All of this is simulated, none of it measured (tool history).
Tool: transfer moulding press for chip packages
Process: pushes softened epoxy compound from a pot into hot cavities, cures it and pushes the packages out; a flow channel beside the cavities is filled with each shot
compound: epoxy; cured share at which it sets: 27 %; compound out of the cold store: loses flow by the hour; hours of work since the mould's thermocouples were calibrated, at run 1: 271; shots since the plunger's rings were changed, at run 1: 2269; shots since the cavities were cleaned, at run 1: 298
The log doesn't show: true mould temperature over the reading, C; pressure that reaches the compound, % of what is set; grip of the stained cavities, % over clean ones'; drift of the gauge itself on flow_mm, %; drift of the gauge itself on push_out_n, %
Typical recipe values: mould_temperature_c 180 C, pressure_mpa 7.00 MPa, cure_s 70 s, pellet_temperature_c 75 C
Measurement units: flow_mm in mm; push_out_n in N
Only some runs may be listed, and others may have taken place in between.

| run | hour | mould_temperature_c | pressure_mpa | cure_s | pellet_temperature_c | hours of work since the mould's thermocouples were calibrated | shots since the plunger's rings were changed | shots since the cavities were cleaned | incoming compound's hours out of the cold store | flow_mm | push_out_n |
|---|---|---|---|---|---|---|---|---|---|---|---|
| 1 | 0.0 | 180 | 7.00 | 70 | 75 | 271 | 2269 | 298 | 27.8 | 563 | 757 |
| 2 | 8.3 | 180 | 7.00 | 70 | 75 | 278 | 2415 | 444 | 32.1 | 556 | 799 |
| 3 | 18.5 | 187 | 7.00 | 70 | 75 | 285 | 2593 | 622 | 37.9 | 534 | 686 |
| 4 | 32.0 | 180 | 7.63 | 70 | 75 | 296 | 2830 | 859 | 36.6 | 575 | 879 |
|  | 34.3 | cavities cleaned with cleaning compound and waxed |
| 5 | 43.4 | 180 | 7.00 | 70 | 70 | 303 | 3004 | 161 | 38.8 | 548 | 981 |
| 6 | 53.5 | 182 | 5.48 | 109 | 67 | 311 | 3180 | 337 | 38.2 | 479 | 792 |
|  | 61.5 | plunger's sealing rings changed |
| 7 | 67.0 | 180 | 7.00 | 55 | 82 | 320 | 95 | 529 | 30.1 | 576 | 1615 |
| 8 | 79.7 | 180 | 7.00 | 55 | 82 | 329 | 318 | 752 | 38.4 | 558 | 1486 |
| 9 | 92.3 | 186 | 6.28 | 63 | 79 | 339 | 540 | 974 | 45.8 | 506 | 858 |
|  | 98.6 | cavities cleaned with cleaning compound and waxed, once more |
| 10 | 101.6 | 186 | 6.28 | 63 | 79 | 345 | 677 | 54 | 13.7 | 565 | 563 |

Each row is a separate what-if for the run after 10, all from the same tool condition, not one after another. Results?
| A | 107.4 | 178 | 7.00 | 70 | 69 | 349 | 778 | 155 | 10.2 | ? | ? |
| B | 107.4 | 176 | 7.00 | 70 | 75 | 349 | 778 | 155 | 27.4 | ? | ? |
| C | 107.4 | 180 | 7.95 | 89 | 79 | 349 | 778 | 155 | 8.5 | ? | ? |
| D | 107.4 | 180 | 5.31 | 70 | 76 | 349 | 778 | 155 | 25.2 | ? | ? |
| E | 107.4 | 180 | 7.00 | 56 | 70 | 349 | 778 | 155 | 8.9 | ? | ? |

| run | flow_mm | push_out_n |
|---|---|---|
| A | 620 | 773 |
| B | 590 | 864 |
| C | 659 | 574 |
| D | 508 | 723 |
| E | 614 | 1227 |
With no hidden state in the tool, these same runs would have given:
| run | flow_mm | push_out_n |
|---|---|---|
| A | 626 | 628 |
| B | 596 | 704 |
| C | 665 | 453 |
| D | 512 | 582 |
| E | 619 | 1003 |
